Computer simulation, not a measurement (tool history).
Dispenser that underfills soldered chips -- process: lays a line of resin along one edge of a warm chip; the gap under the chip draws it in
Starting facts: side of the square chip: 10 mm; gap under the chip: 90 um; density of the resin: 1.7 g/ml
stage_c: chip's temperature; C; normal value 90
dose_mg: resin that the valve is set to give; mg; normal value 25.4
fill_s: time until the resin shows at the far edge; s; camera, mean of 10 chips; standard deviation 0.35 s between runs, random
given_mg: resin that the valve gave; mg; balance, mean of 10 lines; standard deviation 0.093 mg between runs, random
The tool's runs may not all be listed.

run 1 hour=0 | stage_c=90 dose_mg=25.4 | fill_s=19.4 given_mg=25.19
run 2 hour=6 | stage_c=93 dose_mg=25.4 | fill_s=23.5 given_mg=25.06
run 3 hour=10.7 | stage_c=93 dose_mg=25.4 | fill_s=18.8 given_mg=24.62
run 4 hour=16.9 | stage_c=93 dose_mg=25.4 | fill_s=15.3 given_mg=24.8
run 5 hour=23.2 | stage_c=93 dose_mg=25.4 | fill_s=21.9 given_mg=24.6
run 6 hour=27.2 | stage_c=93 dose_mg=25.4 | fill_s=15.8 given_mg=24.48
run 7 hour=33.2 | stage_c=93 dose_mg=25.4 | fill_s=21.2 given_mg=24.57
run 8 hour=41.5 | stage_c=93 dose_mg=22.8 | fill_s=19.6 given_mg=22.6
run 9 hour=44.5 | stage_c=93 dose_mg=22.8 | fill_s=22.1 given_mg=22.62
run 10 hour=49.1 | stage_c=84 dose_mg=25.4 | fill_s=22.3 given_mg=25.03
run 11 hour=56.9 | stage_c=84 dose_mg=25.4 | fill_s=20.7 given_mg=25.13
run 12 hour=64.1 | stage_c=84 dose_mg=25.4 | fill_s=29.5 given_mg=24.92
run 13 hour=69.6 | stage_c=84 dose_mg=25.4 | fill_s=24.9 given_mg=24.91
run 14 hour=75.8 | stage_c=84 dose_mg=25.4 | fill_s=20.1 given_mg=24.77
run 15 hour=82 | stage_c=97 dose_mg=25.4 | fill_s=18.7 given_mg=24.8
run 16 hour=88.7 | stage_c=102 dose_mg=25.4 | fill_s=14.8 given_mg=24.62
run 17 hour=95.3 | stage_c=99 dose_mg=25.4 | fill_s=14.4 given_mg=24.66
run 18 hour=100.7 | stage_c=99 dose_mg=25.4 | fill_s=18.5 given_mg=24.57
run 19 hour=104.9 | stage_c=99 dose_mg=25.4 | fill_s=14 given_mg=24.47
run 20 hour=108.7 | stage_c=77 dose_mg=25 | fill_s=30.8 given_mg=24.09
run 21 hour=116.2 | stage_c=94 dose_mg=27.4 | fill_s=17.2 given_mg=27.63
run 22 hour=123.3 | stage_c=103 dose_mg=23.7 | fill_s=12 given_mg=23.59
run 23 hour=127.2 | stage_c=103 dose_mg=23.7 | fill_s=14.6 given_mg=23.41
run 24 hour=132.8 | stage_c=103 dose_mg=23.7 | fill_s=12.4 given_mg=23.55
run 25 hour=136.7 | stage_c=103 dose_mg=27.3 | fill_s=14.6 given_mg=27.09
run 26 hour=140.5 | stage_c=90 dose_mg=28 | fill_s=24.4 given_mg=27.53
run 27 hour=145.6 | stage_c=102 dose_mg=25.4 | fill_s=15.7 given_mg=24.89
run 28 hour=150.9 | stage_c=102 dose_mg=25.4 | fill_s=12.1 given_mg=24.93
run 29 hour=157.4 | stage_c=91 dose_mg=31.2 | fill_s=22.1 given_mg=30.49
run 30 hour=164 | stage_c=83 dose_mg=22.1 | fill_s=24.8 given_mg=21.61
run 31 hour=167 | stage_c=92 dose_mg=30.3 | fill_s=22.1 given_mg=29.4
run 32 hour=170.9 | stage_c=91 dose_mg=22.3 | fill_s=17.5 given_mg=21.59

Not shown: 20 entries that the log had between the listed runs. Between which runs, and how does the tool's hidden state differ before and after?
Between runs 2 and 3: new syringe of resin (hour 7)
  resin's viscosity, % of fresh resin's: 150.9 -> 119.5; dose that the valve gives, % of what is set: 97.95 -> 97.75; true chip temperature over the reading, C: 0.63 -> 0.64
  what was measured, less what the result would be without the hidden state, fill_s: +7.6 -> +2.8 s; given_mg: -0.52 -> -0.57 mg
Between runs 3 and 4: new syringe of resin (hour 16.7)
  resin's viscosity, % of fresh resin's: 119.5 -> 102.7; dose that the valve gives, % of what is set: 97.75 -> 97.45; true chip temperature over the reading, C: 0.64 -> 0.66
  what was measured, less what the result would be without the hidden state, fill_s: +2.8 -> +0.2 s; given_mg: -0.57 -> -0.65 mg
Between runs 5 and 6: new syringe of resin (hour 26.2)
  resin's viscosity, % of fresh resin's: 139.8 -> 104.7; dose that the valve gives, % of what is set: 97.11 -> 96.92; true chip temperature over the reading, C: 0.67 -> 0.68
  what was measured, less what the result would be without the hidden state, fill_s: +5.9 -> +0.5 s; given_mg: -0.74 -> -0.78 mg
Between runs 7 and 8: new syringe of resin (hour 35.9); dispensing valve cleaned and set on the balance (hour 36.9)
  resin's viscosity, % of fresh resin's: 140.2 -> 123.1; dose that the valve gives, % of what is set: 96.62 -> 99.47; true chip temperature over the reading, C: 0.69 -> 0.71
  what was measured, less what the result would be without the hidden state, fill_s: +5.9 -> +3.4 s; given_mg: -0.86 -> -0.12 mg
Between runs 9 and 10: new syringe of resin (hour 46.5)
  resin's viscosity, % of fresh resin's: 142.7 -> 111; dose that the valve gives, % of what is set: 99.32 -> 99.11; true chip temperature over the reading, C: 0.72 -> 0.73
  what was measured, less what the result would be without the hidden state, fill_s: +6.4 -> +1.7 s; given_mg: -0.15 -> -0.23 mg
Between runs 10 and 11: new syringe of resin (hour 56.1)
  resin's viscosity, % of fresh resin's: 111 -> 104.1; dose that the valve gives, % of what is set: 99.11 -> 98.72; true chip temperature over the reading, C: 0.73 -> 0.75
  what was measured, less what the result would be without the hidden state, fill_s: +1.7 -> +0.5 s; given_mg: -0.23 -> -0.32 mg
Between runs 12 and 13: new syringe of resin (hour 65.7)
  resin's viscosity, % of fresh resin's: 148 -> 123.1; dose that the valve gives, % of what is set: 98.36 -> 98.12; true chip temperature over the reading, C: 0.76 -> 0.78
  what was measured, less what the result would be without the hidden state, fill_s: +9 -> +4.2 s; given_mg: -0.41 -> -0.48 mg
Between runs 13 and 14: new syringe of resin (hour 74.9)
  resin's viscosity, % of fresh resin's: 123.1 -> 102.6; dose that the valve gives, % of what is set: 98.12 -> 97.82; true chip temperature over the reading, C: 0.78 -> 0.79
  what was measured, less what the result would be without the hidden state, fill_s: +4.2 -> +0.1 s; given_mg: -0.48 -> -0.55 mg
Between runs 15 and 16: new syringe of resin (hour 84.4)
  resin's viscosity, % of fresh resin's: 138.9 -> 123.5; dose that the valve gives, % of what is set: 97.5 -> 97.19; true chip temperature over the reading, C: 0.8 -> 0.82
  what was measured, less what the result would be without the hidden state, fill_s: +5.1 -> +2.7 s; given_mg: -0.63 -> -0.72 mg
Between runs 16 and 17: new syringe of resin (hour 93.7)
  resin's viscosity, % of fresh resin's: 123.5 -> 109.1; dose that the valve gives, % of what is set: 97.19 -> 96.88; true chip temperature over the reading, C: 0.82 -> 0.84
  what was measured, less what the result would be without the hidden state, fill_s: +2.7 -> +1 s; given_mg: -0.72 -> -0.79 mg
Between runs 18 and 19: new syringe of resin (hour 103.1)
  resin's viscosity, % of fresh resin's: 141.9 -> 107.9; dose that the valve gives, % of what is set: 96.63 -> 96.45; true chip temperature over the reading, C: 0.85 -> 0.86
  what was measured, less what the result would be without the hidden state, fill_s: +5.2 -> +0.8 s; given_mg: -0.85 -> -0.9 mg
Between runs 20 and 21: dispensing valve cleaned and set on the balance (hour 112.7); new syringe of resin (hour 113.7)
  resin's viscosity, % of fresh resin's: 129.5 -> 114; dose that the valve gives, % of what is set: 96.26 -> 99.94; true chip temperature over the reading, C: 0.87 -> 0.88
  what was measured, less what the result would be without the hidden state, fill_s: +6.5 -> +1.8 s; given_mg: -0.94 -> -0.02 mg
Between runs 21 and 22: new syringe of resin (hour 122.9)
  resin's viscosity, % of fresh resin's: 114 -> 101.6; dose that the valve gives, % of what is set: 99.94 -> 99.6; true chip temperature over the reading, C: 0.88 -> 0.9
  what was measured, less what the result would be without the hidden state, fill_s: +1.8 -> +0 s; given_mg: -0.02 -> -0.1 mg
Between runs 23 and 24: new syringe of resin (hour 132.4)
  resin's viscosity, % of fresh resin's: 123.1 -> 101.3; dose that the valve gives, % of what is set: 99.4 -> 99.14; true chip temperature over the reading, C: 0.91 -> 0.92
  what was measured, less what the result would be without the hidden state, fill_s: +2.5 -> -0.1 s; given_mg: -0.14 -> -0.2 mg
Between runs 26 and 27: new syringe of resin (hour 141.6)
  resin's viscosity, % of fresh resin's: 146.8 -> 123.9; dose that the valve gives, % of what is set: 98.74 -> 98.49; true chip temperature over the reading, C: 0.94 -> 0.95
  what was measured, less what the result would be without the hidden state, fill_s: +7.4 -> +2.7 s; given_mg: -0.36 -> -0.38 mg
Between runs 27 and 28: new syringe of resin (hour 150.8)
  resin's viscosity, % of fresh resin's: 123.9 -> 97.8; dose that the valve gives, % of what is set: 98.49 -> 98.22; true chip temperature over the reading, C: 0.95 -> 0.96
  what was measured, less what the result would be without the hidden state, fill_s: +2.7 -> -0.6 s; given_mg: -0.38 -> -0.45 mg
Between runs 29 and 30: new syringe of resin (hour 160)
  resin's viscosity, % of fresh resin's: 134.2 -> 120.7; dose that the valve gives, % of what is set: 97.91 -> 97.58; true chip temperature over the reading, C: 0.98 -> 0.99
  what was measured, less what the result would be without the hidden state, fill_s: +5.1 -> +3.8 s; given_mg: -0.65 -> -0.54 mg
Between runs 31 and 32: new syringe of resin (hour 169.3)
  resin's viscosity, % of fresh resin's: 139.5 -> 106; dose that the valve gives, % of what is set: 97.45 -> 97.26; true chip temperature over the reading, C: 1 -> 1.01
  what was measured, less what the result would be without the hidden state, fill_s: +5.8 -> +0.6 s; given_mg: -0.77 -> -0.6 mg

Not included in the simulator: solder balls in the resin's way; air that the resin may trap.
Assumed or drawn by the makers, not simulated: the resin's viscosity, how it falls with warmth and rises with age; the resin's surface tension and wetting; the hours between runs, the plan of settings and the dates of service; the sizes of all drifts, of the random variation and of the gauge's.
